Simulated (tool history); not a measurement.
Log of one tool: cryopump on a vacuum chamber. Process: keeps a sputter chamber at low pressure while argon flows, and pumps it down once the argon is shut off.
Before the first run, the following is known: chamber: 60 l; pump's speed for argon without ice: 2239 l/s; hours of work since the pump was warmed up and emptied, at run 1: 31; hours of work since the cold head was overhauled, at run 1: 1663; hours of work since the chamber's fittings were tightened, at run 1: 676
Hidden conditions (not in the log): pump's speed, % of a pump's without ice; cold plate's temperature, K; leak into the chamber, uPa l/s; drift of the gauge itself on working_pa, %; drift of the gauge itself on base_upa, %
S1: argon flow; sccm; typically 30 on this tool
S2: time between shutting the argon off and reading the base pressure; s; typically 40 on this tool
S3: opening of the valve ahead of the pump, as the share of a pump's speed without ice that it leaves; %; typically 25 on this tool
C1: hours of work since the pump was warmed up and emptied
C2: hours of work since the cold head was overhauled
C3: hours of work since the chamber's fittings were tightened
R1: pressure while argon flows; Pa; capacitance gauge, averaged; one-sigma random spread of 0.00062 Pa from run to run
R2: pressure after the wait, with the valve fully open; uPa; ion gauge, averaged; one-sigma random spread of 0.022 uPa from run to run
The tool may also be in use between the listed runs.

run	day	S1	S2	S3	C1	C2	C3	R1	R2
1	0.000	30	40	25	31	1663	676	0.0906	0.78
2	2.596	30	40	25	72	1704	718	0.0908	0.85
3	5.146	30	40	25	112	1745	758	0.0919	0.84
4	7.158	30	40	25	144	1777	790	0.0911	0.88
5	8.675	30	40	25	168	1801	814	0.0924	0.86
6	10.042	30	85	25	190	1823	836	0.0916	0.56
7	11.862	30	85	25	219	1851	865	0.0928	0.56
8	14.300	30	85	25	258	1890	904	0.0918	0.58
9	15.983	30	85	25	284	1917	930	0.0931	0.62
10	18.942	30	287	25	331	1964	977	0.0924	0.41
11	20.762	30	40	23	360	1993	1006	0.1008	0.88
12	22.679	30	40	28	391	2023	1037	0.0830	0.92
13	25.346	26	40	25	433	2066	1079	0.0820	0.90
14	28.183	26	40	25	478	2111	1124	0.0804	0.98
15	29.538	35	280	37	500	2132	1146	0.0751	0.53
16	31.621	30	23	19	533	2165	1179	0.1228	1.38
17	33.254	30	40	53	559	2191	1205	0.0458	0.97
18	35.829	25	269	27	600	2232	1246	0.0737	0.56
19	38.646	14	269	35	644	2277	1290	0.0314	0.57
20	41.079	30	50	25	683	2316	1329	0.0948	0.93
21	43.283	18	150	29	718	2351	1364	0.0492	0.62
22	45.588	18	150	29	755	2387	1401	0.0494	0.61
23	47.233	30	215	25	781	2413	1427	0.0947	0.62
# day 48.375: pump warmed up, emptied and cooled again
24	48.954	53	58	26	9	2437	1451	0.1531	0.85
25	50.317	29	36	18	31	2459	1472	0.1222	1.02
26	51.775	30	175	33	54	2482	1496	0.0687	0.56
27	53.150	30	249	23	76	2504	1517	0.0988	0.53
28	54.692	21	34	26	100	2529	1542	0.0621	1.08

Forecast each of these 3 alternatives for the next run:
A	56.633	30	93	25	131	2559	1573	?	?
B	56.633	49	34	36	131	2559	1573	?	?
C	56.633	17	28	25	131	2559	1573	?	?

run	R1	R2
A	0.0909	0.73
B	0.1045	1.12
C	0.0514	1.20
Without the tool's hidden state the same runs would have given:
run	R1	R2
A	0.0899	0.38
B	0.1029	0.77
C	0.0508	0.85
